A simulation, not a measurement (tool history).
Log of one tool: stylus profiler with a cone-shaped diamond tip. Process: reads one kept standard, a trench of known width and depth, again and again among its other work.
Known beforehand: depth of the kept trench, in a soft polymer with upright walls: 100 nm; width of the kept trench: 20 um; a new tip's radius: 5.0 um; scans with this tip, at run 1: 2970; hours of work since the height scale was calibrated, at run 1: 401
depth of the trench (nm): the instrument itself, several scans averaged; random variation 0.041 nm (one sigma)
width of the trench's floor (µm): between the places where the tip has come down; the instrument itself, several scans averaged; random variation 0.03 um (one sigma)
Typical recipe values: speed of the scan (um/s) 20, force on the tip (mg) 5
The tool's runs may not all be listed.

| run | hour | speed of the scan (um/s) | force on the tip (mg) | scans with this tip | hours of work since the height scale was calibrated | depth of the trench (nm) | width of the trench's floor (µm) |
|---|---|---|---|---|---|---|---|
| 1 | 0 | 20 | 5 | 2970 | 401 | 102 | 17.9 |
| 2 | 111.4 | 20 | 5 | 3452 | 466 | 101.99 | 17.9 |
| 3 | 170.7 | 20 | 5 | 3708 | 500 | 102 | 17.93 |
| 4 | 245.3 | 20 | 5 | 4031 | 544 | 102.06 | 17.95 |
| 5 | 316.4 | 20 | 5 | 4339 | 585 | 102.08 | 17.95 |
| 6 | 395.5 | 7 | 5 | 4681 | 631 | 102.05 | 17.96 |
| 7 | 506.6 | 7 | 5 | 5161 | 696 | 102.05 | 17.96 |
| 8 | 620.9 | 7 | 5 | 5656 | 763 | 101.98 | 17.99 |
| 9 | 731.8 | 7 | 5 | 6136 | 828 | 102.14 | 17.95 |
| 10 | 830.2 | 7 | 5 | 6561 | 885 | 102.02 | 18 |
| 11 | 896 | 7 | 5 | 6846 | 923 | 102.07 | 17.96 |
| 12 | 1016.9 | 20 | 5 | 7369 | 994 | 102.1 | 17.92 |
| 13 | 1119.9 | 20 | 5 | 7815 | 1054 | 101.98 | 17.92 |
| 14 | 1191.1 | 20 | 5 | 8123 | 1096 | 102.06 | 17.93 |
| 15 | 1251.3 | 20 | 5 | 8383 | 1131 | 102.03 | 17.92 |
| 16 | 1348.2 | 20 | 5 | 8802 | 1187 | 102.09 | 17.91 |
| 17 | 1447.9 | 20 | 5 | 9233 | 1246 | 102.08 | 17.93 |
| 18 | 1500.4 | 20 | 5 | 9461 | 1276 | 102.09 | 17.93 |
| 19 | 1614.5 | 20 | 5 | 9955 | 1343 | 102.09 | 17.99 |
| 20 | 1674.8 | 20 | 5 | 10215 | 1378 | 102 | 17.97 |
| 21 | 1788.2 | 20 | 3.25 | 10706 | 1444 | 101.53 | 17.88 |
| 22 | 1902.1 | 48 | 1.83 | 11198 | 1511 | 101.06 | 17.68 |
| 23 | 2023.7 | 48 | 1.83 | 11725 | 1582 | 101.05 | 17.7 |
| 24 | 2133.2 | 64 | 2.44 | 12198 | 1645 | 101.27 | 17.62 |
| 25 | 2183.2 | 7 | 2.47 | 12415 | 1675 | 101.32 | 17.98 |
| 26 | 2244.9 | 40 | 6.79 | 12681 | 1711 | 102.5 | 17.86 |
| 27 | 2325.8 | 21 | 4.55 | 13032 | 1758 | 101.93 | 17.91 |
| 28 | 2402.8 | 21 | 4.55 | 13365 | 1803 | 101.89 | 17.9 |
| 29 | 2458.8 | 21 | 4.55 | 13607 | 1836 | 101.85 | 17.9 |
| 30 | 2558.2 | 21 | 4.55 | 14037 | 1894 | 101.97 | 17.88 |
| 31 | 2641.6 | 20 | 13.74 | 14398 | 1942 | 104.04 | 17.93 |
| 32 | 2759.9 | 30 | 3.71 | 14910 | 2011 | 101.76 | 17.81 |
|  | 2820.3 | height scale calibrated on a step standard |
| 33 | 2876.3 | 30 | 8.89 | 15411 | 33 | 103.02 | 17.83 |
| 34 | 2940.2 | 20 | 11.14 | 15687 | 70 | 103.41 | 17.97 |
| 35 | 2993.9 | 25 | 3.92 | 15920 | 101 | 101.76 | 17.79 |
| 36 | 3073.5 | 66 | 4.43 | 16264 | 148 | 101.83 | 17.65 |
| 37 | 3185.2 | 66 | 4.43 | 16747 | 213 | 101.82 | 17.71 |
| 38 | 3273.6 | 35 | 5 | 17130 | 265 | 101.98 | 17.86 |
| 39 | 3346.7 | 35 | 5 | 17446 | 307 | 102.07 | 17.85 |
| 40 | 3432 | 35 | 5 | 17815 | 357 | 101.98 | 17.83 |

For each entry between runs, how does the tool's hidden state at the last listed run before it compare with that at the first listed run after it?
Between runs 32 and 33: height scale calibrated on a step standard (hour 2820.3)
  radius of the tip, um: 5.13 -> 5.14; height scale over the true one, %: 0.038 -> 0
  what was measured, less what the result would be without the hidden state, width of the trench's floor (µm): -0.03 -> -0.03

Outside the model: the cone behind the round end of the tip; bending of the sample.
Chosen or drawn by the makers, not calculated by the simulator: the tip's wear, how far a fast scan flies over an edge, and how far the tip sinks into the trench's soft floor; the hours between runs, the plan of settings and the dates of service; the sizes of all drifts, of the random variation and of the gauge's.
